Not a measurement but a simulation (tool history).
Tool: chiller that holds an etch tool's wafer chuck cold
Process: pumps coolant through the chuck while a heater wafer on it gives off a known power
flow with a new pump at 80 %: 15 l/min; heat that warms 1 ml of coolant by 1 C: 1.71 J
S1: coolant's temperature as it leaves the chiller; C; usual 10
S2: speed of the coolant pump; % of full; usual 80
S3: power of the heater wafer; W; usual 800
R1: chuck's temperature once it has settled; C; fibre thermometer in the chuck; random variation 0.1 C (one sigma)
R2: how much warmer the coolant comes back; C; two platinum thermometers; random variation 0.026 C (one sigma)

| run | hour | S1 | S2 | S3 | R1 | R2 |
|---|---|---|---|---|---|---|
| 1 | 0 | 10 | 80 | 800 | 18.4 | 1.91 |
| 2 | 27.3 | 10 | 80 | 800 | 18.2 | 1.85 |
| 3 | 52 | 10 | 80 | 800 | 18.3 | 1.89 |
| 4 | 75.1 | 10 | 92 | 800 | 17.5 | 1.61 |
| 5 | 101.2 | 6 | 92 | 800 | 13.3 | 1.59 |
| 6 | 133.7 | 6 | 92 | 800 | 13.7 | 1.54 |
| 7 | 153.6 | 9 | 80 | 800 | 17.4 | 1.87 |
| 8 | 184.8 | 9 | 80 | 800 | 17.5 | 1.88 |
| 9 | 203.4 | 9 | 80 | 800 | 17.3 | 1.86 |
| 10 | 237.6 | 10 | 80 | 972 | 20 | 2.26 |
| 11 | 263.6 | 10 | 80 | 972 | 20.2 | 2.29 |
| 12 | 279.2 | 10 | 80 | 972 | 20.1 | 2.31 |
| 13 | 312.9 | 10 | 80 | 800 | 18.3 | 1.87 |
| 14 | 328.8 | 10 | 71 | 800 | 19.3 | 2.11 |
| 15 | 350.2 | 10 | 71 | 800 | 19.3 | 2.13 |
| 16 | 380.9 | 9 | 71 | 800 | 18.3 | 2.13 |
| 17 | 414.6 | 1 | 95 | 639 | 6.9 | 1.26 |
| 18 | 445 | 10 | 89 | 800 | 17.8 | 1.61 |
| 19 | 477.7 | 10 | 90 | 644 | 16.2 | 1.29 |
| 20 | 511.7 | 12 | 90 | 616 | 17.9 | 1.2 |
| 21 | 538.2 | 12 | 61 | 531 | 18.9 | 1.69 |
|  | 542.2 | chiller's thermometer calibrated |
| 22 | 555.5 | 12 | 78 | 531 | 17.7 | 1.3 |
| 23 | 580.5 | 12 | 78 | 531 | 17.9 | 1.27 |
| 24 | 599.2 | 12 | 78 | 531 | 18 | 1.26 |
| 25 | 614.4 | 12 | 78 | 531 | 17.8 | 1.23 |
| 26 | 645.6 | 16 | 75 | 530 | 22.1 | 1.33 |
| 27 | 670.3 | 13 | 98 | 440 | 17.3 | 0.84 |
| 28 | 685.2 | 13 | 94 | 441 | 17 | 0.87 |
| 29 | 700.9 | 13 | 61 | 424 | 18.8 | 1.34 |
| 30 | 717.3 | 13 | 61 | 424 | 18.8 | 1.4 |
|  | 723 | chiller's thermometer calibrated, once more |
| 31 | 735.1 | 13 | 61 | 622 | 21.2 | 2 |
| 32 | 765.2 | 7 | 76 | 832 | 16 | 2.08 |

Measured less the same run without the tool's hidden state. The same run-to-run variation is in both; the gauge's scatter may not be:
The hidden state here: heat passed by the chuck's channels, % of clean ones'; flow at a given pump speed, % of a new pump's; coolant's true temperature over the reading, C; drift of the gauge itself on chuck_c, C; drift of the gauge itself on warmer_back_c, C.
| run | R1 |
|---|---|
| 1 | +1.1 |
| 2 | +1.1 |
| 3 | +1.2 |
| 4 | +1 |
| 5 | +1 |
| 6 | +1 |
| 7 | +1.2 |
| 8 | +1.2 |
| 9 | +1.2 |
| 10 | +1.4 |
| 11 | +1.4 |
| 12 | +1.4 |
| 13 | +1.2 |
| 14 | +1.4 |
| 15 | +1.3 |
| 16 | +1.4 |
| 17 | +0.9 |
| 18 | +1.1 |
| 19 | +1 |
| 20 | +1 |
| 21 | +1.1 |
| 22 | +1 |
| 23 | +1 |
| 24 | +1 |
| 25 | +1 |
| 26 | +1 |
| 27 | +0.8 |
| 28 | +0.8 |
| 29 | +1 |
| 30 | +1 |
| 31 | +1.1 |
| 32 | +1.2 |
R2: within 0.02 C of the measured result in every run.

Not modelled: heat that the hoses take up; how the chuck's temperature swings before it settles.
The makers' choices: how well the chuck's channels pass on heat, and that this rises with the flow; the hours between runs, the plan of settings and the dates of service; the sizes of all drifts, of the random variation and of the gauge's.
